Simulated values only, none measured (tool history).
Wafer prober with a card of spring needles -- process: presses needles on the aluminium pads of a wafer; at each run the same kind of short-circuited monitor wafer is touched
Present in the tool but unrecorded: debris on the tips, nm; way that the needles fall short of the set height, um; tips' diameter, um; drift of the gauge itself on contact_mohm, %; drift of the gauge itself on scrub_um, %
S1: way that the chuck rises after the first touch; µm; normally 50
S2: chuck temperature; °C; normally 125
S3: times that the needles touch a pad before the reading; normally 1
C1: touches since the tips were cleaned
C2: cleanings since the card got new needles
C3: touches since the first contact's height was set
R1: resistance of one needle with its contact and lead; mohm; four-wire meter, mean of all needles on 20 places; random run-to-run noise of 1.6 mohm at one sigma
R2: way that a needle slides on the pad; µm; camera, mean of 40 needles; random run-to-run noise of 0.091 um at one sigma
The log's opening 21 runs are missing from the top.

-- day=13.442 tips cleaned on abrasive film
run 22 day=13.550 | S1=61 S2=33 S3=1 | C1=999 C2=52 C3=31601 | R1=150 R2=8.22
-- day=13.846 tips cleaned on abrasive film
-- day=14.208 tips cleaned on abrasive film
run 23 day=14.221 | S1=50 S2=48 S3=2 | C1=108 C2=54 C3=37711 | R1=143 R2=6.54
-- day=14.596 tips cleaned on abrasive film
run 24 day=14.596 | S1=50 S2=82 S3=2 | C1=0 C2=55 C3=41153 | R1=148 R2=6.67
-- day=14.988 tips cleaned on abrasive film
-- day=15.354 tips cleaned on abrasive film
-- day=15.450 height of the first contact set anew, once more
run 25 day=15.504 | S1=50 S2=82 S3=2 | C1=1278 C2=57 C3=514 | R1=161 R2=7.26
-- day=15.725 tips cleaned on abrasive film
run 26 day=15.946 | S1=50 S2=39 S3=1 | C1=2047 C2=58 C3=4555 | R1=176 R2=7.46
-- day=16.083 tips cleaned on abrasive film
-- day=16.454 tips cleaned on abrasive film
run 27 day=16.762 | S1=50 S2=39 S3=1 | C1=2835 C2=60 C3=12036 | R1=179 R2=7.27
-- day=16.817 tips cleaned on abrasive film
-- day=17.175 tips cleaned on abrasive film
-- day=17.588 tips cleaned on abrasive film
run 28 day=17.588 | S1=50 S2=39 S3=1 | C1=0 C2=63 C3=19532 | R1=142 R2=7.24
-- day=17.942 tips cleaned on abrasive film
run 29 day=18.192 | S1=45 S2=95 S3=2 | C1=2284 C2=64 C3=25081 | R1=173 R2=6.50

What will run 30 give?
-- day=18.342 tips cleaned on abrasive film
-- day=18.708 tips cleaned on abrasive film
run 30 day=18.788 | S1=50 S2=40 S3=1 | C1=747 C2=66 C3=30540 | R1=? R2=?

R1: 153 mohm
R2: 7.31 µm
With no hidden state in the tool, this same run would have given R1 135 mohm, R2 7.39 µm.
